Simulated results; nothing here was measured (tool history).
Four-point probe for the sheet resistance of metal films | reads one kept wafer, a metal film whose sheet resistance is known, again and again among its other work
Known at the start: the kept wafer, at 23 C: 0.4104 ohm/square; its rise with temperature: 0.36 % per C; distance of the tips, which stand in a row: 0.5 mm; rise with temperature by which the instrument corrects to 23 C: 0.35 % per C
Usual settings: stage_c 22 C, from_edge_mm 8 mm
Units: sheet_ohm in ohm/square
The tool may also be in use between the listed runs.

run	hour	stage_c	from_edge_mm	sheet_ohm
1	0	22	8	0.411507
2	21.8	22	8	0.411359
3	46	22	8	0.411213
4	66.9	22	8	0.411288
5	82.8	22	8	0.411198
6	106.4	22	8	0.411262
7	126.6	22	15	0.410565
8	145.6	22	15	0.410706
9	162.4	22	15	0.410544
10	187.8	22	8	0.411206
11	211.1	29	17	0.410848
12	228.3	22	3	0.416426
13	254	27	49	0.410506
14	265.5	27	49	0.410534
15	289.2	27	49	0.410526
16	301.9	27	8	0.411299
17	328.9	18	40	0.409994
18	352.8	29	28	0.410582
19	377.1	28	5	0.412717
20	400.8	27	10	0.410871

4 ways to go on from here, each from the tool as it stands after run 20. What would each give?
A	427.6	22	33	?
B	427.6	22	10	?
C	427.6	22	31	?
D	427.6	27	4	?

run	sheet_ohm
A	0.410099
B	0.41066
C	0.41019
D	0.41375
Without the tool's hidden state the same runs would have given:
run	sheet_ohm
A	0.410379
B	0.410941
C	0.410471
D	0.414034
